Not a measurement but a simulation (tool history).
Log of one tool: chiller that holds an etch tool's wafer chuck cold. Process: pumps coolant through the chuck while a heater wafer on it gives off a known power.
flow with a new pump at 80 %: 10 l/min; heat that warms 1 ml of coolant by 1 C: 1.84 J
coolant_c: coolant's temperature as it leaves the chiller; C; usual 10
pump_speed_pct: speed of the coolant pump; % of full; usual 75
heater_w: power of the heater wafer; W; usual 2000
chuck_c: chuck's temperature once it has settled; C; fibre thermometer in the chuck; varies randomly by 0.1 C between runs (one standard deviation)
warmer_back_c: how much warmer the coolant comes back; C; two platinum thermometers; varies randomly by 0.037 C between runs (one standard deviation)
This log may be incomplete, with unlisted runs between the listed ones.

run,hour,coolant_c,pump_speed_pct,heater_w,chuck_c,warmer_back_c
1,0.0,10,75,2000,35.2,7.56
2,154.3,10,75,2000,35.4,7.55
3,292.5,10,75,2000,35.7,7.59
4,425.5,10,70,2000,37.1,8.25
5,582.6,10,70,2000,37.2,8.20
6,684.5,10,70,2000,37.6,8.24
7,845.2,10,70,2000,37.8,8.35
8,987.3,10,70,2000,33.8,8.33
9,1183.0,14,75,2000,36.9,7.75
10,1281.1,14,75,2000,37.1,7.73
11,1462.0,14,75,2000,37.4,7.83
12,1683.8,14,75,2000,37.6,7.83
13,1774.3,14,75,2000,37.9,7.82
14,1891.3,14,75,2000,37.7,7.92
15,2075.8,10,71,2000,35.0,8.39
16,2273.0,10,71,2000,35.0,8.50
17,2453.2,1,75,2531,31.7,10.12
18,2644.8,1,75,2531,32.1,10.20
19,2750.3,15,75,2423,45.1,9.80
20,2849.8,6,86,2423,34.7,9.10
21,2941.2,5,78,1578,25.0,6.67
22,3148.5,10,75,1471,29.6,6.57
23,3358.1,19,94,2000,42.0,6.89
24,3543.9,11,69,2000,39.7,9.89
25,3710.9,8,77,1887,29.8,6.43
26,3815.2,10,83,2278,35.3,7.13
27,3941.5,13,82,2000,35.5,6.34
28,4091.5,13,82,2000,35.7,6.40
29,4292.0,13,82,2000,36.0,6.45
30,4483.9,8,75,1125,21.7,3.99

Withheld: 5 entries from between the runs. Position of each, and hidden state at the listed run before versus the listed run after:
Runs 7 to 8: coolant changed, channels flushed (hour 899.3)
  heat passed by the chuck's channels, % of clean ones': 81.5 -> 99.6; flow at a given pump speed, % of a new pump's: 91 -> 90.7; coolant's true temperature over the reading, C: 0.15 -> 0.16
  the result without the hidden state subtracted from the measured one, chuck_c: +5.7 -> +1.6 C; warmer_back_c: +0.75 -> +0.77 C
Runs 15 to 16: chiller's thermometer calibrated (hour 2232.0)
  heat passed by the chuck's channels, % of clean ones': 95 -> 94.2; flow at a given pump speed, % of a new pump's: 88.4 -> 87.9; coolant's true temperature over the reading, C: 0.28 -> 0.01
  the result without the hidden state subtracted from the measured one, chuck_c: +3.0 -> +3.0 C; warmer_back_c: +0.98 -> +1.03 C
Runs 19 to 20: coolant pump overhauled (hour 2773.0)
  heat passed by the chuck's channels, % of clean ones': 92.2 -> 91.8; flow at a given pump speed, % of a new pump's: 86.9 -> 79.5; coolant's true temperature over the reading, C: 0.06 -> 0.07
  the result without the hidden state subtracted from the measured one, chuck_c: +4.3 -> +5.5 C; warmer_back_c: +1.28 -> +1.86 C
Runs 24 to 25: coolant pump overhauled, once more (hour 3650.3)
  heat passed by the chuck's channels, % of clean ones': 88.9 -> 88.1; flow at a given pump speed, % of a new pump's: 78 -> 100.2; coolant's true temperature over the reading, C: 0.15 -> 0.16
  the result without the hidden state subtracted from the measured one, chuck_c: +6.4 -> +2.3 C; warmer_back_c: +2.18 -> -0.01 C
Runs 29 to 30: chiller's thermometer calibrated (hour 4455.3)
  heat passed by the chuck's channels, % of clean ones': 85.7 -> 84.8; flow at a given pump speed, % of a new pump's: 98.9 -> 98.5; coolant's true temperature over the reading, C: 0.23 -> -0.1
  the result without the hidden state subtracted from the measured one, chuck_c: +3.1 -> +1.8 C; warmer_back_c: +0.07 -> +0.06 C

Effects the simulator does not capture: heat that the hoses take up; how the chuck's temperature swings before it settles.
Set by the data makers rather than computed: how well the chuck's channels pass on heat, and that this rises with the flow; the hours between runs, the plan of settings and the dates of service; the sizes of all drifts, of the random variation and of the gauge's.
